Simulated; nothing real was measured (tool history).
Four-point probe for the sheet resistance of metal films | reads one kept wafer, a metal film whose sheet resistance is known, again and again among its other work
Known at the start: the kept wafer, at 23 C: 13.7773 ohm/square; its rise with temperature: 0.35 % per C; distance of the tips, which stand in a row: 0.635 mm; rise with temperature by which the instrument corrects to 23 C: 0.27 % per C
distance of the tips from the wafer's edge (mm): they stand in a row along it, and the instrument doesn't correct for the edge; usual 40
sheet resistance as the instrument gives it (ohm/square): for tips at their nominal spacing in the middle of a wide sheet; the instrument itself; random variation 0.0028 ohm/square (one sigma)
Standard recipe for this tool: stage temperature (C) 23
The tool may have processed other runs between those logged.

run,hour,stage temperature (C),distance of the tips from the wafer's edge (mm),sheet resistance as the instrument gives it (ohm/square)
1,0.0,23,40,13.783336
2,54.3,23,40,13.784617
3,138.9,23,40,13.777278
4,254.7,23,42,13.773379
# hour 321.2: stage's thermometer calibrated
5,336.2,23,42,13.782418
6,424.7,23,42,13.778752
7,528.8,25,40,13.800533
8,594.4,25,40,13.801623
9,682.1,25,40,13.804972
10,766.1,25,40,13.800334
11,849.8,19,40,13.736373
12,926.8,24,16,13.803746
13,995.8,24,15,13.802745
14,1062.0,20,18,13.753275
15,1115.3,20,18,13.757419
16,1199.7,20,3,14.067900
17,1291.5,35,41,13.906292
18,1360.7,32,5,13.985543
19,1444.2,28,12,13.848140
20,1527.4,28,12,13.847817
21,1647.5,25,33,13.800745
22,1740.1,25,25,13.797520

Each row is a separate what-if for the run after 22, all from the same tool condition, not one after another. Results?
A,1860.9,23,11,?
B,1860.9,32,25,?
C,1860.9,28,4,?

run,sheet resistance as the instrument gives it (ohm/square)
A,13.804866
B,13.873688
C,14.019459
Take away the tool's hidden state, keep each run's random variation, and the runs would have read:
run,sheet resistance as the instrument gives it (ohm/square)
A,13.803940
B,13.872756
C,14.018519

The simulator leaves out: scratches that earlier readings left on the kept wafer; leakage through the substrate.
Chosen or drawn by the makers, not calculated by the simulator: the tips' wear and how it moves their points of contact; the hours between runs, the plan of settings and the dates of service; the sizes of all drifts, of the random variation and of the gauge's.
